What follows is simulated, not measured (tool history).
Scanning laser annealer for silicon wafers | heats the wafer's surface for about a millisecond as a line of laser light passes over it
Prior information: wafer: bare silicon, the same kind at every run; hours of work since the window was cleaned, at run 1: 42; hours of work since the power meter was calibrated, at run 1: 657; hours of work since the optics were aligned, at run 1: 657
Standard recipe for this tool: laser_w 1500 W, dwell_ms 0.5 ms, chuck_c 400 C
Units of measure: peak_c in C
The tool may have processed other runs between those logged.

run,hour,laser_w,dwell_ms,chuck_c,hours of work since the window was cleaned,hours of work since the power meter was calibrated,hours of work since the optics were aligned,peak_c
1,0,1500,0.5,400,42,657,657,1217
2,52,1500,0.39,400,67,681,681,1124
3,84.1,1500,0.5,400,82,696,696,1217
4,141.3,1500,0.5,400,109,723,723,1215
5,186.3,1500,0.5,400,130,745,745,1219
6,241.1,1500,0.5,400,156,770,770,1212
7,305.5,1500,0.5,360,186,801,801,1176
8,347.9,1500,0.5,360,206,821,821,1174
9,385,1500,0.5,360,224,838,838,1176
10,436.6,1500,0.5,360,248,863,863,1177
11,471.2,1500,0.5,392,264,879,879,1214
12,525.4,1500,0.5,392,290,904,904,1208
13,579.5,1500,0.5,392,316,930,930,1210
14,647.1,1500,0.5,392,347,962,962,1211
15,709.5,1500,0.5,392,377,991,991,1208
16,741,1500,0.5,391,392,1006,1006,1208
17,800.6,1489,0.5,394,420,1034,1034,1202
18,861.3,1393,0.472,383,448,1063,1063,1105
19,892.9,1509,0.5,376,463,1078,1078,1199
20,922.1,1371,0.5,396,477,1092,1092,1118
21,975.1,1489,0.562,373,502,1117,1117,1225
22,1035.2,1607,0.562,376,531,1145,1145,1324
23,1092.4,1362,0.45,422,557,1172,1172,1101
24,1154.5,1362,0.498,422,587,1201,1201,1135
25,1222.6,1362,0.498,422,619,1233,1233,1137
26,1290,1362,0.498,422,651,1265,1265,1136
27,1327.4,1586,0.617,395,668,1283,1283,1372
28,1371.6,1586,0.617,395,689,1304,1304,1371
29,1437.4,1586,0.617,395,720,1335,1335,1369
# hour 1471.5: window over the wafer cleaned
30,1476.3,1543,0.5,429,2,1352,1352,1279

Describe how what the log doesn't record of the tool's condition differs between the last listed run preceding each entry between runs and the first listed run following it.
Between runs 29 and 30: window over the wafer cleaned (hour 1471.5)
  light that passes the window, % of a clean one's: 99.95 -> 100
